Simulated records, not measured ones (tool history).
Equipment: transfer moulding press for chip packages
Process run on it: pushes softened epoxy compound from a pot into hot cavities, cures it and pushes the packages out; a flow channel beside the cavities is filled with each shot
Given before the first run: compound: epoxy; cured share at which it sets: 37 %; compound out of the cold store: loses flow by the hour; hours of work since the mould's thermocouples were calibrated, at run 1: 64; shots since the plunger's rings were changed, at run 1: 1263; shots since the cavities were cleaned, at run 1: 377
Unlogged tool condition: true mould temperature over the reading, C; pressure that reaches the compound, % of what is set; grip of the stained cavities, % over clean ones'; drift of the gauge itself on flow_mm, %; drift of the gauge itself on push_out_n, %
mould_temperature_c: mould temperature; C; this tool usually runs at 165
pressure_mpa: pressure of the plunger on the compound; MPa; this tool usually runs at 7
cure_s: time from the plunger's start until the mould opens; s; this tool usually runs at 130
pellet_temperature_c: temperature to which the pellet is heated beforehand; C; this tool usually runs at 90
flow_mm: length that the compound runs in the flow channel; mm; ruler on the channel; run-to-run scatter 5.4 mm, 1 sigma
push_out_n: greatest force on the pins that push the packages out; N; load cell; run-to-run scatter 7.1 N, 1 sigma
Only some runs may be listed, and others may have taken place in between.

| run | hour | mould_temperature_c | pressure_mpa | cure_s | pellet_temperature_c | hours of work since the mould's thermocouples were calibrated | shots since the plunger's rings were changed | shots since the cavities were cleaned | incoming compound's hours out of the cold store | flow_mm | push_out_n |
|---|---|---|---|---|---|---|---|---|---|---|---|
| 1 | 0 | 165 | 7 | 130 | 90 | 64 | 1263 | 377 | 43.1 | 518 | 445 |
|  | 28.7 | cavities cleaned with cleaning compound and waxed |
| 2 | 65.1 | 165 | 7 | 130 | 90 | 98 | 1776 | 294 | 29.2 | 540 | 422 |
|  | 106.6 | cavities cleaned with cleaning compound and waxed |
| 3 | 120.3 | 165 | 7 | 130 | 90 | 127 | 2209 | 111 | 32.7 | 540 | 372 |
|  | 187.8 | cavities cleaned with cleaning compound and waxed |
| 4 | 196.6 | 161 | 7 | 130 | 90 | 167 | 2812 | 71 | 9.3 | 579 | 459 |
| 5 | 234.3 | 161 | 7 | 130 | 90 | 187 | 3116 | 375 | 43.1 | 510 | 550 |
|  | 269.4 | cavities cleaned with cleaning compound and waxed |
| 6 | 288.1 | 161 | 7 | 130 | 90 | 215 | 3538 | 151 | 26.8 | 549 | 473 |
|  | 295.5 | mould's thermocouples calibrated |
|  | 349.7 | cavities cleaned with cleaning compound and waxed |
| 7 | 364.6 | 165 | 7 | 130 | 90 | 36 | 4126 | 119 | 13.8 | 556 | 374 |
|  | 425.6 | plunger's sealing rings changed |
|  | 427.1 | cavities cleaned with cleaning compound and waxed |
| 8 | 433.7 | 165 | 7 | 130 | 90 | 71 | 53 | 53 | 16.4 | 573 | 339 |
| 9 | 483.2 | 164 | 7 | 133 | 94 | 97 | 452 | 452 | 20.2 | 574 | 483 |
|  | 507 | cavities cleaned with cleaning compound and waxed |
| 10 | 563.1 | 164 | 7 | 133 | 94 | 139 | 1084 | 453 | 21 | 560 | 484 |
|  | 583.6 | cavities cleaned with cleaning compound and waxed |
| 11 | 611.9 | 165 | 6.02 | 130 | 90 | 164 | 1465 | 227 | 45.3 | 472 | 387 |
|  | 664.7 | cavities cleaned with cleaning compound and waxed |
| 12 | 667.1 | 171 | 5.45 | 130 | 90 | 193 | 1899 | 20 | 34.4 | 459 | 254 |
|  | 741.1 | cavities cleaned with cleaning compound and waxed |
| 13 | 757.2 | 165 | 7 | 133 | 90 | 240 | 2613 | 130 | 30.2 | 525 | 349 |
|  | 777.9 | mould's thermocouples calibrated, once more |
|  | 819.7 | cavities cleaned with cleaning compound and waxed |
| 14 | 848.4 | 165 | 7 | 133 | 90 | 37 | 3321 | 232 | 10.6 | 554 | 404 |

Forecast each of these 3 alternatives for the next run:
|  | 898.1 | cavities cleaned with cleaning compound and waxed |
| A | 902.1 | 165 | 6.85 | 130 | 96 | 65 | 3741 | 32 | 29 | ? | ? |
|  | 898.1 | cavities cleaned with cleaning compound and waxed |
| B | 902.1 | 172 | 7.37 | 130 | 90 | 65 | 3741 | 32 | 42.5 | ? | ? |
|  | 898.1 | cavities cleaned with cleaning compound and waxed |
| C | 902.1 | 172 | 7 | 130 | 90 | 65 | 3741 | 32 | 40.6 | ? | ? |

| run | flow_mm | push_out_n |
|---|---|---|
| A | 520 | 326 |
| B | 501 | 265 |
| C | 493 | 260 |
Had the tool no hidden state, the same runs would have come out as:
| run | flow_mm | push_out_n |
|---|---|---|
| A | 550 | 296 |
| B | 530 | 243 |
| C | 522 | 238 |

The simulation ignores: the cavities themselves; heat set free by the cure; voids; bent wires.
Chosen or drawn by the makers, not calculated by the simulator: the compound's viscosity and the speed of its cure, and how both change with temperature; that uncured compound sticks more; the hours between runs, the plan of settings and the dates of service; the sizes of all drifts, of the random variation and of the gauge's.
